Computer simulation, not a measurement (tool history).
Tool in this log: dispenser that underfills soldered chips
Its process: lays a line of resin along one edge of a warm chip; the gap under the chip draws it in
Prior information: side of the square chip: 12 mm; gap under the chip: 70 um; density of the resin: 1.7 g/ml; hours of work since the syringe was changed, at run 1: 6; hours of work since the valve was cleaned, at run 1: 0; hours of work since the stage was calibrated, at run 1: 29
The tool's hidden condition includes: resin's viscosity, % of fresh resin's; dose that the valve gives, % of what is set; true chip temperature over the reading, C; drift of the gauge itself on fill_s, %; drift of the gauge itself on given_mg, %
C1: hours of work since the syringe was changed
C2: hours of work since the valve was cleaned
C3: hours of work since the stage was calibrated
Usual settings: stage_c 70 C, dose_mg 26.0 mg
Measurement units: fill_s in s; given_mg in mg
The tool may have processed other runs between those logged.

run 1 hour=0.0 | stage_c=70 dose_mg=26.0 | C1=6 C2=0 C3=29 | fill_s=110.5 given_mg=25.89
-- hour=4.7 new syringe of resin
run 2 hour=7.0 | stage_c=70 dose_mg=22.4 | C1=2 C2=5 C3=34 | fill_s=93.9 given_mg=22.46
run 3 hour=12.3 | stage_c=70 dose_mg=22.4 | C1=5 C2=9 C3=38 | fill_s=114.7 given_mg=22.23
run 4 hour=17.0 | stage_c=70 dose_mg=22.4 | C1=9 C2=12 C3=41 | fill_s=134.3 given_mg=22.29
-- hour=17.9 new syringe of resin
run 5 hour=24.9 | stage_c=79 dose_mg=26.0 | C1=5 C2=17 C3=46 | fill_s=75.1 given_mg=25.60
run 6 hour=28.6 | stage_c=79 dose_mg=26.0 | C1=8 C2=20 C3=49 | fill_s=86.5 given_mg=25.52
-- hour=30.8 new syringe of resin
run 7 hour=34.2 | stage_c=79 dose_mg=26.0 | C1=2 C2=24 C3=53 | fill_s=67.0 given_mg=25.45
run 8 hour=40.4 | stage_c=79 dose_mg=26.0 | C1=7 C2=28 C3=57 | fill_s=82.3 given_mg=25.34
-- hour=44.1 new syringe of resin
run 9 hour=44.4 | stage_c=79 dose_mg=26.0 | C1=0 C2=31 C3=60 | fill_s=57.9 given_mg=25.29
run 10 hour=49.5 | stage_c=79 dose_mg=26.0 | C1=4 C2=35 C3=64 | fill_s=70.3 given_mg=25.11
run 11 hour=55.0 | stage_c=58 dose_mg=26.0 | C1=8 C2=39 C3=68 | fill_s=200.0 given_mg=25.22
-- hour=57.0 new syringe of resin
run 12 hour=61.9 | stage_c=64 dose_mg=26.0 | C1=4 C2=43 C3=72 | fill_s=127.9 given_mg=25.07
run 13 hour=65.1 | stage_c=85 dose_mg=27.4 | C1=6 C2=46 C3=75 | fill_s=59.7 given_mg=26.33
-- hour=69.9 new syringe of resin
run 14 hour=70.0 | stage_c=59 dose_mg=22.5 | C1=0 C2=49 C3=78 | fill_s=144.4 given_mg=21.57
-- hour=72.8 dispensing valve cleaned and set on the balance
run 15 hour=77.6 | stage_c=72 dose_mg=22.5 | C1=5 C2=3 C3=83 | fill_s=100.7 given_mg=22.60
run 16 hour=82.9 | stage_c=72 dose_mg=22.5 | C1=9 C2=7 C3=86 | fill_s=123.4 given_mg=22.52
-- hour=83.8 new syringe of resin
run 17 hour=86.5 | stage_c=72 dose_mg=22.5 | C1=2 C2=10 C3=89 | fill_s=86.9 given_mg=22.21
run 18 hour=90.5 | stage_c=71 dose_mg=25.2 | C1=5 C2=12 C3=92 | fill_s=100.0 given_mg=24.98
run 19 hour=94.4 | stage_c=79 dose_mg=25.6 | C1=8 C2=15 C3=95 | fill_s=84.6 given_mg=25.15
-- hour=96.7 new syringe of resin
run 20 hour=99.3 | stage_c=81 dose_mg=32.6 | C1=2 C2=19 C3=98 | fill_s=57.9 given_mg=32.09
run 21 hour=102.7 | stage_c=81 dose_mg=32.6 | C1=4 C2=21 C3=100 | fill_s=64.6 given_mg=32.31
run 22 hour=106.2 | stage_c=81 dose_mg=32.6 | C1=7 C2=24 C3=103 | fill_s=73.8 given_mg=32.09

Describe how what the log doesn't record of the tool's condition differs between the last listed run preceding each entry between runs and the first listed run following it.
Runs 1 to 2: new syringe of resin (hour 4.7)
  resin's viscosity, % of fresh resin's: 131.8 -> 109; dose that the valve gives, % of what is set: 99.99 -> 99.59; true chip temperature over the reading, C: 0.19 -> 0.22
  measured result minus the result with no hidden state, fill_s: +26.0 -> +7.1 s; given_mg: +0.00 -> -0.09 mg
Runs 4 to 5: new syringe of resin (hour 17.9)
  resin's viscosity, % of fresh resin's: 154.6 -> 128.8; dose that the valve gives, % of what is set: 98.97 -> 98.52; true chip temperature over the reading, C: 0.27 -> 0.3
  measured result minus the result with no hidden state, fill_s: +46.8 -> +16.3 s; given_mg: -0.23 -> -0.39 mg
Runs 6 to 7: new syringe of resin (hour 30.8)
  resin's viscosity, % of fresh resin's: 146.7 -> 113.6; dose that the valve gives, % of what is set: 98.29 -> 97.96; true chip temperature over the reading, C: 0.32 -> 0.35
  measured result minus the result with no hidden state, fill_s: +26.8 -> +7.4 s; given_mg: -0.44 -> -0.53 mg
Runs 8 to 9: new syringe of resin (hour 44.1)
  resin's viscosity, % of fresh resin's: 140.9 -> 100.1; dose that the valve gives, % of what is set: 97.61 -> 97.4; true chip temperature over the reading, C: 0.38 -> 0.39
  measured result minus the result with no hidden state, fill_s: +23.2 -> -0.5 s; given_mg: -0.61 -> -0.68 mg
Runs 11 to 12: new syringe of resin (hour 57.0)
  resin's viscosity, % of fresh resin's: 144.9 -> 118.1; dose that the valve gives, % of what is set: 96.78 -> 96.39; true chip temperature over the reading, C: 0.44 -> 0.47
  measured result minus the result with no hidden state, fill_s: +59.9 -> +18.1 s; given_mg: -0.84 -> -0.94 mg
Runs 13 to 14: new syringe of resin (hour 69.9)
  resin's viscosity, % of fresh resin's: 131.8 -> 102; dose that the valve gives, % of what is set: 96.21 -> 95.95; true chip temperature over the reading, C: 0.49 -> 0.51
  measured result minus the result with no hidden state, fill_s: +13.8 -> +1.4 s; given_mg: -1.04 -> -0.91 mg
Runs 14 to 15: dispensing valve cleaned and set on the balance (hour 72.8)
  resin's viscosity, % of fresh resin's: 102 -> 128.2; dose that the valve gives, % of what is set: 95.95 -> 99.79; true chip temperature over the reading, C: 0.51 -> 0.54
  measured result minus the result with no hidden state, fill_s: +1.4 -> +20.4 s; given_mg: -0.91 -> -0.05 mg
Runs 16 to 17: new syringe of resin (hour 83.8)
  resin's viscosity, % of fresh resin's: 154.2 -> 110; dose that the valve gives, % of what is set: 99.46 -> 99.27; true chip temperature over the reading, C: 0.56 -> 0.58
  measured result minus the result with no hidden state, fill_s: +41.5 -> +6.2 s; given_mg: -0.12 -> -0.17 mg
Runs 19 to 20: new syringe of resin (hour 96.7)
  resin's viscosity, % of fresh resin's: 144.8 -> 110.6; dose that the valve gives, % of what is set: 98.81 -> 98.53; true chip temperature over the reading, C: 0.61 -> 0.64
  measured result minus the result with no hidden state, fill_s: +24.8 -> +4.2 s; given_mg: -0.30 -> -0.47 mg
